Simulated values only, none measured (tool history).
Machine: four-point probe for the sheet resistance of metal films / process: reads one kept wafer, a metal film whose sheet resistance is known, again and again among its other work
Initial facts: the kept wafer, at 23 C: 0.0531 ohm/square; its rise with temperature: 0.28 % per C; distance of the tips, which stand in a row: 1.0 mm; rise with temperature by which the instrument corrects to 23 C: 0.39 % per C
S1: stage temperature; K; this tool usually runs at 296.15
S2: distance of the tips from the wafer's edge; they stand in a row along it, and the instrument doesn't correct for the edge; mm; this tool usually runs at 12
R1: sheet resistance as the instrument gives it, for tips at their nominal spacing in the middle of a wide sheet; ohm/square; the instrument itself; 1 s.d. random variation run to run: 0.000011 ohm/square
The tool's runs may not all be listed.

run   hour      S1  S2        R1
  1    0.0  296.15  12  0.053302
  2   29.0  296.15  12  0.053286
  3   68.7  304.15  12  0.052843
  4   95.9  296.15  25  0.053150
  5  122.3  296.15  12  0.053299
  6  157.1  296.15  12  0.053301
  7  179.0  296.15  26  0.053154
  8  201.8  293.15  12  0.053461
  9  224.4  296.15  12  0.053308
 10  249.5  296.15  62  0.053099
 11  280.0  296.15  62  0.053120
 12  310.7  296.15  65  0.053105
 13  348.5  296.15  56  0.053116
 14  382.8  296.15  56  0.053096
 15  411.7  293.15   4  0.054997
 16  433.6  293.15   4  0.054991
 17  474.4  292.15  54  0.053346
 18  509.5  292.15  54  0.053359
 19  531.3  292.15  54  0.053355
 20  558.8  304.15  15  0.052769
 21  581.3  301.15  10  0.053094
 22  618.4  299.15   4  0.054647
 23  655.2  302.15  30  0.052803
 24  677.5  299.15  16  0.053039
 25  702.2  296.15  24  0.053155
 26  729.9  304.15   5  0.053757
 27  758.2  293.15   3  0.056265
 28  776.3  293.15   3  0.056258

Below are 5 alternative next runs, each starting from the tool's condition after run 28. Predict each:
  A  805.7  301.15  68   ?
  B  805.7  296.15  21   ?
  C  805.7  292.15  29   ?
  D  805.7  301.15  50   ?
  E  805.7  292.15  14   ?

run        R1
  A  0.052809
  B  0.053173
  C  0.053357
  D  0.052834
  E  0.053457
The same runs, with their run-to-run variation unchanged, on a tool lacking any hidden condition would have given:
run        R1
  A  0.052812
  B  0.053176
  C  0.053360
  D  0.052837
  E  0.053460

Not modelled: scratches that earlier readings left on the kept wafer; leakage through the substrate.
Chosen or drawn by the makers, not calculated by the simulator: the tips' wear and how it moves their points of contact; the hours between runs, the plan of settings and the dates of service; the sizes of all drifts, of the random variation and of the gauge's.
